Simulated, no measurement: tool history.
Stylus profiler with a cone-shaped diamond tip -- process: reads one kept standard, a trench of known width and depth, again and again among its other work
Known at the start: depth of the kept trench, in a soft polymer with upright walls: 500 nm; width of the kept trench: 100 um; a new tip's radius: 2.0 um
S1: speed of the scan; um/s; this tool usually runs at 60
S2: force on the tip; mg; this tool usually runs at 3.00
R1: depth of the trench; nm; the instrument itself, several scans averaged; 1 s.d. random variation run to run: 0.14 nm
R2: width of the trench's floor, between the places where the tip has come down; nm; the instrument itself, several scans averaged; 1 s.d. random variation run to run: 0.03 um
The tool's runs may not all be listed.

run,hour,S1,S2,R1,R2
1,0.0,60,3.00,505.00,95910
2,16.2,68,3.00,505.16,95850
3,33.3,60,3.00,505.13,95860
4,45.0,60,3.00,505.15,95850
5,55.8,60,3.00,504.93,95840
6,66.7,60,3.00,505.01,95850
7,81.7,60,3.00,505.03,95800
8,91.1,60,3.00,505.14,95810
9,109.5,60,6.42,508.14,95830
10,122.2,60,3.00,504.89,95820
11,140.6,35,3.00,505.14,95820
12,154.8,35,3.00,505.16,95840
13,165.6,35,3.00,504.89,95810
14,180.2,60,3.00,505.22,95730
15,190.0,60,3.00,505.15,95780
16,198.7,60,3.17,505.35,95720
17,212.6,60,3.17,505.20,95660
18,228.6,36,3.17,505.36,95720
19,242.5,36,3.17,505.36,95690
# hour 258.8: new tip fitted, height scale calibrated
20,262.0,17,3.00,504.54,97370
21,275.0,60,3.00,504.38,97340
22,291.6,60,3.00,504.56,97270
23,300.5,60,3.00,504.50,97190
24,311.9,60,3.00,504.29,97280
25,331.6,48,4.04,505.62,97230
26,344.9,19,4.22,505.45,97260
27,356.4,20,1.04,502.21,97220
28,372.2,79,6.49,507.46,97130
29,382.4,79,6.49,507.41,97130
30,402.3,55,1.31,502.40,97070
31,410.8,60,2.18,503.69,97020
32,426.8,99,2.95,504.50,97000
33,437.4,100,4.91,506.22,97020
34,449.3,100,4.91,506.03,97020
35,459.8,72,1.26,502.45,96960
36,474.3,186,1.49,502.72,96620
37,485.7,142,3.00,504.64,96830
38,498.7,60,3.51,505.14,96970
39,518.7,132,4.13,505.29,96920
40,537.1,25,4.92,506.20,96920
41,553.6,226,3.00,504.70,96670
42,568.4,226,3.00,504.72,96640
43,580.5,226,3.00,504.37,96570
44,592.4,226,3.00,504.62,96590
45,611.4,109,1.85,503.32,96680
46,625.7,109,1.85,503.24,96710
47,634.4,239,1.69,503.13,96430
48,653.8,72,7.02,507.91,96720

Here are 3 independent what-if runs from the current tool condition. What would each one return?
A,663.5,56,1.21,?,?
B,663.5,17,3.87,?,?
C,663.5,27,2.50,?,?

run,R1,R2
A,502.76,96720
B,505.43,96810
C,504.03,96780
With no hidden state in the tool, these same runs would have given:
run,R1,R2
A,502.44,97240
B,505.10,97330
C,503.71,97300
